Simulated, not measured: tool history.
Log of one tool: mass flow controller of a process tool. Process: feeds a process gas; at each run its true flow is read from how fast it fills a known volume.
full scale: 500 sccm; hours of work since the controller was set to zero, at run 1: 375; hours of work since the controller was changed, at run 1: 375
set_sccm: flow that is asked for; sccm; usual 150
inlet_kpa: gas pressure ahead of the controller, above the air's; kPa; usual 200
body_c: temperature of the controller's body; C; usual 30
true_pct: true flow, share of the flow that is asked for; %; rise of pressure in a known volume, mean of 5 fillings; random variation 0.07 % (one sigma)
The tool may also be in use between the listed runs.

run    hour  set_sccm  inlet_kpa  body_c  hours of work since the controller was set to zero  hours of work since the controller was changed  true_pct
  1     0.0       150        200      30                                                 375                                             375     98.87
  2    34.4       150        200      30                                                 397                                             397     98.82
  3   104.3       150        200      30                                                 440                                             440     98.84
  4   151.9       150        200      30                                                 470                                             470     98.76
  5   222.5       150        200      30                                                 514                                             514     98.83
  6   281.8       150        200      30                                                 551                                             551     98.91
  7   344.5       150        268      30                                                 591                                             591     99.33
  8   386.9       150        268      30                                                 617                                             617     99.40
  9   453.6        61        200      30                                                 659                                             659     98.67
 10   502.9       150        177      30                                                 690                                             690     98.63
 11   537.6       150        200      29                                                 711                                             711     99.00
 12   587.6       150        200      21                                                 743                                             743     99.72
 13   651.8       150        200      21                                                 783                                             783     99.72
 14   731.5       277        145      23                                                 833                                             833     99.57
 15   765.6       284        200      23                                                 854                                             854     99.79
 16   804.0       284        200      23                                                 878                                             878     99.83
 17   869.8       284        200      23                                                 919                                             919     99.77
 18   926.4        94        200      24                                                 955                                             955     99.36
 19   978.2        55        142      27                                                 987                                             987     98.48
 20  1024.2        55        142      27                                                1016                                            1016     98.58
 21  1079.2        55        142      27                                                1050                                            1050     98.52
 22  1150.8       296        200      36                                                1095                                            1095     98.53
 23  1214.9        63        147      30                                                1135                                            1135     98.39
 24  1262.7       402        184      28                                                1165                                            1165     99.42

Forecast each of these 3 alternatives for the next run:
  A  1318.4       241        239      33                                                1200                                            1200         ?
  B  1318.4        67        184      28                                                1200                                            1200         ?
  C  1318.4        99        245      24                                                1200                                            1200         ?

run  true_pct
  A     98.95
  B     98.78
  C     99.63
Without the tool's hidden state the same runs would have given:
run  true_pct
  A     98.95
  B     98.79
  C     99.63

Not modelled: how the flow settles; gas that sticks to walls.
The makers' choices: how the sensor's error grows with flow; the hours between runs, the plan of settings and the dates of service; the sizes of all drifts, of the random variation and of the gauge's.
